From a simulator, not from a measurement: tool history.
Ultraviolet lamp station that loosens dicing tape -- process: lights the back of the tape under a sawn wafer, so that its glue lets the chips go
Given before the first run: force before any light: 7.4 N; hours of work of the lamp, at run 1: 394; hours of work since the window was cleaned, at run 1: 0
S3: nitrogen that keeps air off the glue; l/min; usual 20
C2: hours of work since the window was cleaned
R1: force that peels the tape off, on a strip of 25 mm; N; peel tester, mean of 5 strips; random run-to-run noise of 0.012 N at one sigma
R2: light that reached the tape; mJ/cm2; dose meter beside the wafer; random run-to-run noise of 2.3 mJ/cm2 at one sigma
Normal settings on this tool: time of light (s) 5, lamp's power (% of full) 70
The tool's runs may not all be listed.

{"run": 1, "hour": 0.0, "time of light (s)": 5, "lamp's power (% of full)": 70, "S3": 20, "hours of work of the lamp": 394, "C2": 0, "R1": 0.708, "R2": 205}
{"run": 2, "hour": 60.5, "time of light (s)": 5, "lamp's power (% of full)": 70, "S3": 20, "hours of work of the lamp": 443, "C2": 48, "R1": 0.726, "R2": 196}
{"run": 3, "hour": 104.9, "time of light (s)": 3, "lamp's power (% of full)": 70, "S3": 20, "hours of work of the lamp": 478, "C2": 83, "R1": 1.873, "R2": 112}
{"run": 4, "hour": 139.6, "time of light (s)": 3, "lamp's power (% of full)": 70, "S3": 20, "hours of work of the lamp": 506, "C2": 111, "R1": 1.882, "R2": 111}
{"run": 5, "hour": 182.1, "time of light (s)": 3, "lamp's power (% of full)": 70, "S3": 20, "hours of work of the lamp": 539, "C2": 145, "R1": 1.946, "R2": 110}
{"run": 6, "hour": 245.1, "time of light (s)": 3, "lamp's power (% of full)": 70, "S3": 20, "hours of work of the lamp": 590, "C2": 195, "R1": 1.95, "R2": 107}
{"run": 7, "hour": 284.8, "time of light (s)": 3, "lamp's power (% of full)": 70, "S3": 20, "hours of work of the lamp": 621, "C2": 227, "R1": 2.033, "R2": 105}
{"run": 8, "hour": 322.0, "time of light (s)": 3, "lamp's power (% of full)": 70, "S3": 20, "hours of work of the lamp": 651, "C2": 256, "R1": 2.112, "R2": 105}
{"run": 9, "hour": 371.4, "time of light (s)": 3, "lamp's power (% of full)": 70, "S3": 20, "hours of work of the lamp": 690, "C2": 296, "R1": 2.212, "R2": 101}
{"run": 10, "hour": 411.0, "time of light (s)": 3, "lamp's power (% of full)": 70, "S3": 20, "hours of work of the lamp": 722, "C2": 327, "R1": 2.227, "R2": 100}
{"run": 11, "hour": 452.3, "time of light (s)": 3, "lamp's power (% of full)": 70, "S3": 20, "hours of work of the lamp": 754, "C2": 360, "R1": 2.298, "R2": 96}
{"hour": 468.2, "done": "lamp changed"}
{"run": 12, "hour": 505.5, "time of light (s)": 2, "lamp's power (% of full)": 70, "S3": 20, "hours of work of the lamp": 30, "C2": 401, "R1": 2.699, "R2": 85}
{"run": 13, "hour": 547.9, "time of light (s)": 2, "lamp's power (% of full)": 70, "S3": 20, "hours of work of the lamp": 64, "C2": 435, "R1": 2.69, "R2": 85}
{"run": 14, "hour": 605.4, "time of light (s)": 2, "lamp's power (% of full)": 70, "S3": 20, "hours of work of the lamp": 109, "C2": 481, "R1": 2.813, "R2": 83}
{"hour": 610.3, "done": "window cleaned of glue's vapour"}
{"run": 15, "hour": 669.1, "time of light (s)": 2, "lamp's power (% of full)": 70, "S3": 20, "hours of work of the lamp": 160, "C2": 47, "R1": 3.049, "R2": 69}
{"run": 16, "hour": 740.6, "time of light (s)": 2, "lamp's power (% of full)": 70, "S3": 20, "hours of work of the lamp": 216, "C2": 104, "R1": 3.224, "R2": 69}
{"run": 17, "hour": 772.9, "time of light (s)": 5, "lamp's power (% of full)": 70, "S3": 20, "hours of work of the lamp": 242, "C2": 129, "R1": 0.959, "R2": 172}
{"run": 18, "hour": 836.2, "time of light (s)": 5, "lamp's power (% of full)": 70, "S3": 10, "hours of work of the lamp": 293, "C2": 180, "R1": 1.631, "R2": 168}
{"run": 19, "hour": 889.5, "time of light (s)": 5, "lamp's power (% of full)": 70, "S3": 10, "hours of work of the lamp": 335, "C2": 222, "R1": 1.668, "R2": 167}
{"hour": 941.4, "done": "window cleaned of glue's vapour, once more"}
{"run": 20, "hour": 949.5, "time of light (s)": 5, "lamp's power (% of full)": 70, "S3": 10, "hours of work of the lamp": 382, "C2": 6, "R1": 1.178, "R2": 203}
{"run": 21, "hour": 994.4, "time of light (s)": 5, "lamp's power (% of full)": 70, "S3": 20, "hours of work of the lamp": 418, "C2": 42, "R1": 0.719, "R2": 203}
{"run": 22, "hour": 1040.9, "time of light (s)": 8, "lamp's power (% of full)": 70, "S3": 15, "hours of work of the lamp": 455, "C2": 79, "R1": 0.341, "R2": 313}
{"run": 23, "hour": 1079.0, "time of light (s)": 5, "lamp's power (% of full)": 69, "S3": 14, "hours of work of the lamp": 485, "C2": 110, "R1": 1.044, "R2": 190}
{"run": 24, "hour": 1147.8, "time of light (s)": 5, "lamp's power (% of full)": 70, "S3": 26, "hours of work of the lamp": 540, "C2": 164, "R1": 0.681, "R2": 185}
{"run": 25, "hour": 1216.9, "time of light (s)": 5, "lamp's power (% of full)": 84, "S3": 25, "hours of work of the lamp": 595, "C2": 219, "R1": 0.53, "R2": 218}
{"run": 26, "hour": 1271.9, "time of light (s)": 5, "lamp's power (% of full)": 74, "S3": 25, "hours of work of the lamp": 639, "C2": 263, "R1": 0.709, "R2": 183}
{"run": 27, "hour": 1315.0, "time of light (s)": 5, "lamp's power (% of full)": 91, "S3": 27, "hours of work of the lamp": 673, "C2": 297, "R1": 0.449, "R2": 224}
{"run": 28, "hour": 1347.2, "time of light (s)": 2, "lamp's power (% of full)": 91, "S3": 27, "hours of work of the lamp": 699, "C2": 323, "R1": 2.173, "R2": 88}
{"run": 29, "hour": 1390.9, "time of light (s)": 2, "lamp's power (% of full)": 75, "S3": 27, "hours of work of the lamp": 734, "C2": 358, "R1": 2.872, "R2": 72}
{"hour": 1433.4, "done": "lamp changed"}
{"run": 30, "hour": 1436.4, "time of light (s)": 9, "lamp's power (% of full)": 90, "S3": 11, "hours of work of the lamp": 2, "C2": 393, "R1": 0.183, "R2": 494}
{"run": 31, "hour": 1468.3, "time of light (s)": 2, "lamp's power (% of full)": 70, "S3": 19, "hours of work of the lamp": 28, "C2": 419, "R1": 2.71, "R2": 85}
{"run": 32, "hour": 1529.2, "time of light (s)": 3, "lamp's power (% of full)": 70, "S3": 7, "hours of work of the lamp": 76, "C2": 467, "R1": 2.721, "R2": 124}
{"run": 33, "hour": 1569.6, "time of light (s)": 3, "lamp's power (% of full)": 84, "S3": 7, "hours of work of the lamp": 108, "C2": 499, "R1": 2.302, "R2": 148}
{"run": 34, "hour": 1625.4, "time of light (s)": 3, "lamp's power (% of full)": 84, "S3": 7, "hours of work of the lamp": 153, "C2": 544, "R1": 2.349, "R2": 141}
{"run": 35, "hour": 1683.2, "time of light (s)": 5, "lamp's power (% of full)": 63, "S3": 20, "hours of work of the lamp": 199, "C2": 590, "R1": 0.969, "R2": 169}
{"run": 36, "hour": 1757.3, "time of light (s)": 4, "lamp's power (% of full)": 76, "S3": 20, "hours of work of the lamp": 258, "C2": 649, "R1": 1.126, "R2": 159}

The next listed run, before its measurement:
{"hour": 1784.0, "done": "window cleaned of glue's vapour"}
{"run": 37, "hour": 1790.4, "time of light (s)": 4, "lamp's power (% of full)": 76, "S3": 17, "hours of work of the lamp": 284, "C2": 5, "R1": "?", "R2": "?"}

R1: 1.008 N
R2: 184 mJ/cm2
If the tool had no hidden condition, the same run with the same run-to-run variation would have returned R1 0.828 N, R2 204 mJ/cm2.
